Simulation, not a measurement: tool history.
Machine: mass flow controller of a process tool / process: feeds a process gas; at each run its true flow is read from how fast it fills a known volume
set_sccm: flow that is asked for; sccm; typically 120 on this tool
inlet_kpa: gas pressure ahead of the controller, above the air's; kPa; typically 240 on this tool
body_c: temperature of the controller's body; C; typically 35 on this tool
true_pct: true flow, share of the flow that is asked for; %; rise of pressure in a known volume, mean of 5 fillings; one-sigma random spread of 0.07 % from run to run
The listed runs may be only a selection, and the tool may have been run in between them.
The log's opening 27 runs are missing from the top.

| run | hour | set_sccm | inlet_kpa | body_c | hours of work since the controller was set to zero | hours of work since the controller was changed | true_pct |
|---|---|---|---|---|---|---|---|
| 28 | 8466.9 | 120 | 256 | 23 | 653 | 653 | 98.19 |
| 29 | 8752.3 | 120 | 256 | 23 | 820 | 820 | 98.03 |
| 30 | 9218.1 | 45 | 202 | 23 | 1093 | 1093 | 96.09 |
| 31 | 9633.1 | 128 | 200 | 29 | 1336 | 1336 | 98.28 |
| 32 | 9946.1 | 61 | 217 | 40 | 1519 | 1519 | 96.95 |
| 33 | 10376.7 | 146 | 234 | 28 | 1771 | 1771 | 98.25 |
| 34 | 10811.8 | 120 | 182 | 39 | 2026 | 2026 | 98.31 |
| 35 | 11087.5 | 120 | 182 | 39 | 2187 | 2187 | 97.94 |
| 36 | 11366.9 | 90 | 240 | 20 | 2351 | 2351 | 96.09 |
| 37 | 11792.9 | 90 | 240 | 20 | 2600 | 2600 | 95.71 |
| 38 | 12210.8 | 120 | 217 | 32 | 2845 | 2845 | 97.07 |
| 39 | 12458.2 | 120 | 217 | 23 | 2990 | 2990 | 96.53 |
| 40 | 12927.8 | 81 | 240 | 33 | 3265 | 3265 | 95.63 |
| 41 | 13251.3 | 81 | 240 | 33 | 3454 | 3454 | 95.41 |
| 42 | 13569.4 | 46 | 162 | 35 | 3640 | 3640 | 93.7 |
| 43 | 14021.7 | 46 | 280 | 35 | 3905 | 3905 | 93.1 |
| 44 | 14348.1 | 46 | 280 | 35 | 4096 | 4096 | 92.8 |

Forecast each of these 3 alternatives for the next run:
| A | 14656.4 | 33 | 280 | 31 | 4277 | 4277 | ? |
| B | 14656.4 | 83 | 215 | 26 | 4277 | 4277 | ? |
| C | 14656.4 | 171 | 199 | 22 | 4277 | 4277 | ? |

| run | true_pct |
|---|---|
| A | 90.7 |
| B | 94.59 |
| C | 97.08 |
Stripped of hidden state, with their random variation kept, the same runs would have yielded:
| run | true_pct |
|---|---|
| A | 97.23 |
| B | 98 |
| C | 99.43 |
